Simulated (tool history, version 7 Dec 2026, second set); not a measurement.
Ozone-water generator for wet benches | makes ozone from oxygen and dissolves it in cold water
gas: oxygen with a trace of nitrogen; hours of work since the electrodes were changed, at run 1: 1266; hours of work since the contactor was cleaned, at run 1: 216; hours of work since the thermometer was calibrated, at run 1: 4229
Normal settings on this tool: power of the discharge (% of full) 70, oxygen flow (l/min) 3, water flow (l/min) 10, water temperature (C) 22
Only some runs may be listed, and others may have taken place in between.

run,hour,power of the discharge (% of full),oxygen flow (l/min),water flow (l/min),water temperature (C),hours of work since the electrodes were changed,hours of work since the contactor was cleaned,hours of work since the thermometer was calibrated,dissolved ozone (ppm),ozone in the gas ahead of the water (g/m3)
1,0,70,3,10,22,1266,216,4229,17.4,141.3
2,34.7,70,3,10,22,1291,240,4254,17.5,140.2
3,61.7,54,3,10,22,1310,259,4273,13.7,111.1
4,82.6,70,3,10,22,1325,274,4288,17.1,141.7
5,120.7,70,3,10,22,1352,301,4315,17.1,140.9
6,146.3,70,3,10,22,1370,319,4333,17.4,141.1
7,179.6,70,3,10,22,1394,343,4357,17.1,140.7
8,212.7,70,3,10,22,1417,366,4380,17,143
9,237.4,70,3,10,22,1435,384,4398,17.2,141.2
10,257.2,70,3,10,22,1449,398,4412,17.2,141.5
# hour 270.6: water thermometer calibrated
11,302.8,70,3,10,22,1481,430,23,17.4,140
12,343.6,70,3,10,22,1510,459,52,17.4,142
13,387.7,70,3,8,22,1541,490,83,20,140.4
14,430,70,3,10,22,1571,520,113,17.2,140.3
15,451.2,70,3,10,22,1586,535,128,17.1,141.5
16,487.8,91,3,10,22,1612,561,154,21.7,179
17,523.8,91,3,10,30,1638,587,180,18.8,179.9

What does the tool deliver on the next run?
18,549.5,75,3,10,22,1656,605,198,?,?

dissolved ozone (ppm): 18.4
ozone in the gas ahead of the water (g/m3): 148.8
Without the tool's hidden state the same run would have given dissolved ozone (ppm) 18.4, ozone in the gas ahead of the water (g/m3) 148.9.
